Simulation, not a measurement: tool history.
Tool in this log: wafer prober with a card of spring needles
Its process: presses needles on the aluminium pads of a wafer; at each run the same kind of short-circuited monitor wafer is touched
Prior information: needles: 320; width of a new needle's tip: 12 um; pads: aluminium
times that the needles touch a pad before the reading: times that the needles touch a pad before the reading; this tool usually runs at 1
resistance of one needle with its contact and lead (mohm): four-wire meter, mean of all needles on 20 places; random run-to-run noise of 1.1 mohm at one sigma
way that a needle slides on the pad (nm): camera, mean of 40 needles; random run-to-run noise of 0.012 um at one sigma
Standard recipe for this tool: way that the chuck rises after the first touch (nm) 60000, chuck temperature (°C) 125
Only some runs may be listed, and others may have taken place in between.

run,day,way that the chuck rises after the first touch (nm),chuck temperature (°C),times that the needles touch a pad before the reading,resistance of one needle with its contact and lead (mohm),way that a needle slides on the pad (nm)
1,0,60000,125,1,270,11080
# day 0.271: tips cleaned on abrasive film
2,0.583,60000,125,1,270,11100
# day 0.642: tips cleaned on abrasive film
# day 1.008: tips cleaned on abrasive film
3,1.258,60000,125,1,271,11070
# day 1.4: tips cleaned on abrasive film
4,1.696,60000,125,1,270,11070
# day 1.738: tips cleaned on abrasive film
# day 2.104: tips cleaned on abrasive film
5,2.142,60000,125,1,269,11070
# day 2.446: tips cleaned on abrasive film
6,2.446,60000,125,1,269,11070
# day 2.808: tips cleaned on abrasive film
# day 3.146: tips cleaned on abrasive film
7,3.146,60000,125,2,269,11090
# day 3.488: tips cleaned on abrasive film
8,3.517,60000,125,2,270,11070
# day 3.833: tips cleaned on abrasive film
9,3.833,60000,125,2,269,11070
# day 3.896: height of the first contact set anew
# day 4.2: tips cleaned on abrasive film
10,4.412,60000,125,2,270,11090
# day 4.542: tips cleaned on abrasive film
11,4.775,60000,125,2,268,11100
# day 4.879: tips cleaned on abrasive film
# day 5.246: tips cleaned on abrasive film
12,5.283,60000,125,2,266,11070
# day 5.583: tips cleaned on abrasive film
13,5.583,60000,125,2,267,11080
# day 5.967: tips cleaned on abrasive film
14,6.242,60000,125,2,270,11080
# day 6.346: tips cleaned on abrasive film
# day 6.717: tips cleaned on abrasive film
15,6.954,60000,125,2,269,11090
# day 7.088: tips cleaned on abrasive film
# day 7.438: tips cleaned on abrasive film
16,7.658,60000,125,2,269,11090
# day 7.821: tips cleaned on abrasive film
17,8.067,57000,98,2,262,10540
# day 8.179: tips cleaned on abrasive film
18,8.412,54000,43,3,247,9980
# day 8.554: tips cleaned on abrasive film
# day 8.904: tips cleaned on abrasive film
19,8.95,60000,106,1,264,11090
# day 9.292: tips cleaned on abrasive film
20,9.5,60000,106,1,263,11060

Run 21 is up next; what results do you expect?
# day 9.646: tips cleaned on abrasive film
# day 9.983: tips cleaned on abrasive film
# day 10.038: height of the first contact set anew
21,10.104,55000,65,2,?,?

resistance of one needle with its contact and lead (mohm): 252
way that a needle slides on the pad (nm): 10190
On a tool with no hidden condition, and with the same random variation, this run would have come out at resistance of one needle with its contact and lead (mohm) 251, way that a needle slides on the pad (nm) 10190.

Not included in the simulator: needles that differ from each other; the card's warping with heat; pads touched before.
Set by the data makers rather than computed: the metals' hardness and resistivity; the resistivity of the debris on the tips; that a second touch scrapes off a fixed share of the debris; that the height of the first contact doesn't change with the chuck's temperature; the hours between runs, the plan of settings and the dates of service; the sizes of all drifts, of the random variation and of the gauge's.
